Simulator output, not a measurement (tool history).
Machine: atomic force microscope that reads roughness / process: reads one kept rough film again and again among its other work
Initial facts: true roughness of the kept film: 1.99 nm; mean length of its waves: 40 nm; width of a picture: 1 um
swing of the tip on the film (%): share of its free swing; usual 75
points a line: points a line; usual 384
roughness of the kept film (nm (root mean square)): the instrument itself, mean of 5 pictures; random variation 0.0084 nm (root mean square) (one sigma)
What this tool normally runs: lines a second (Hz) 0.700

run   hour  lines a second (Hz)  swing of the tip on the film (%)  points a line  roughness of the kept film (nm (root mean square))
  1    0.0                0.700                                75            384                                               1.836
  2   40.2                0.700                                75            384                                               1.817
  3   68.6                0.700                                81            384                                               1.783
  4  118.7                0.700                                75            260                                               1.786
  5  165.1                0.700                                75            260                                               1.752
  6  186.5                0.700                                75            260                                               1.749
  7  220.4                0.700                                75            260                                               1.727
     227.4  -- new tip fitted
  8  269.1                0.700                                75            260                                               1.814
  9  291.6                0.700                                75            384                                               1.820
 10  319.2                3.930                                75            384                                               1.515
 11  344.0                3.930                                75            384                                               1.507
 12  379.8                3.930                                75            384                                               1.484
 13  403.2                3.930                                75            384                                               1.498
 14  433.2                1.629                                61            288                                               1.732
     456.8  -- new tip fitted
 15  473.2                1.558                                75            384                                               1.737
 16  497.7                1.558                                75            384                                               1.734
 17  521.2                3.286                                75            866                                               1.583
 18  542.2                3.286                                75            866                                               1.577
 19  571.9                0.788                                85            361                                               1.731
 20  615.8                2.527                                79            384                                               1.553
 21  639.2                1.849                                75            384                                               1.631

Consider 5 possible next runs. They are alternatives, not a sequence: every one starts from the tool as it was left by run 21. What does each give?
  A  671.4                1.125                                70            908                                                   ?
  B  671.4                3.234                                75            402                                                   ?
  C  671.4                2.303                                85            564                                                   ?
  D  671.4                2.290                                68            597                                                   ?
  E  671.4                1.849                                82            384                                                   ?

run  roughness of the kept film (nm (root mean square))
  A                                               1.732
  B                                               1.528
  C                                               1.481
  D                                               1.664
  E                                               1.557
Stripped of hidden state, with their random variation kept, the same runs would have yielded:
run  roughness of the kept film (nm (root mean square))
  A                                               1.830
  B                                               1.615
  C                                               1.566
  D                                               1.758
  E                                               1.646
